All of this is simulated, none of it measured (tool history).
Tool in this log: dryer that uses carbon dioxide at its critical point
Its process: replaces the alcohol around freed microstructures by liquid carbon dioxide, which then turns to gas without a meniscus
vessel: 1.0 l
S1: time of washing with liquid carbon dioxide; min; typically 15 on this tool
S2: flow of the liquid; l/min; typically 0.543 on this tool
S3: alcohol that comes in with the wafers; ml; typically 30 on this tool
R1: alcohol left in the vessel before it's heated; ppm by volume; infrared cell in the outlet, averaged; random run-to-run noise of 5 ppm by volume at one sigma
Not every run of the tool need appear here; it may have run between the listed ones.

{"run": 1, "hour": 0.0, "S1": 15, "S2": 0.543, "S3": 30, "R1": 50}
{"run": 2, "hour": 33.3, "S1": 15, "S2": 0.543, "S3": 30, "R1": 52}
{"run": 3, "hour": 50.4, "S1": 15, "S2": 0.543, "S3": 30, "R1": 55}
{"run": 4, "hour": 70.9, "S1": 12, "S2": 0.543, "S3": 30, "R1": 113}
{"run": 5, "hour": 96.5, "S1": 12, "S2": 0.51, "S3": 30, "R1": 138}
{"run": 6, "hour": 126.8, "S1": 12, "S2": 0.51, "S3": 89, "R1": 332}
{"run": 7, "hour": 143.5, "S1": 12, "S2": 0.51, "S3": 89, "R1": 347}
{"run": 8, "hour": 178.3, "S1": 19, "S2": 0.543, "S3": 30, "R1": 42}
{"run": 9, "hour": 202.7, "S1": 19, "S2": 0.543, "S3": 30, "R1": 42}
{"run": 10, "hour": 219.9, "S1": 15, "S2": 0.543, "S3": 30, "R1": 70}
{"run": 11, "hour": 247.4, "S1": 19, "S2": 0.543, "S3": 30, "R1": 46}
{"run": 12, "hour": 285.1, "S1": 15, "S2": 0.458, "S3": 30, "R1": 103}
{"hour": 288.3, "done": "inlet filter changed"}
{"run": 13, "hour": 306.5, "S1": 15, "S2": 0.383, "S3": 30, "R1": 162}
{"run": 14, "hour": 328.3, "S1": 15, "S2": 0.826, "S3": 30, "R1": 48}
{"run": 15, "hour": 351.1, "S1": 15, "S2": 0.826, "S3": 30, "R1": 56}
{"run": 16, "hour": 372.5, "S1": 15, "S2": 0.543, "S3": 30, "R1": 68}

What does the tool deliver on the next run?
{"run": 17, "hour": 397.9, "S1": 15, "S2": 0.701, "S3": 20, "R1": "?"}

R1: 60 ppm by volume
Minus the tool's unlogged condition, the same run would have read R1 8 ppm by volume.

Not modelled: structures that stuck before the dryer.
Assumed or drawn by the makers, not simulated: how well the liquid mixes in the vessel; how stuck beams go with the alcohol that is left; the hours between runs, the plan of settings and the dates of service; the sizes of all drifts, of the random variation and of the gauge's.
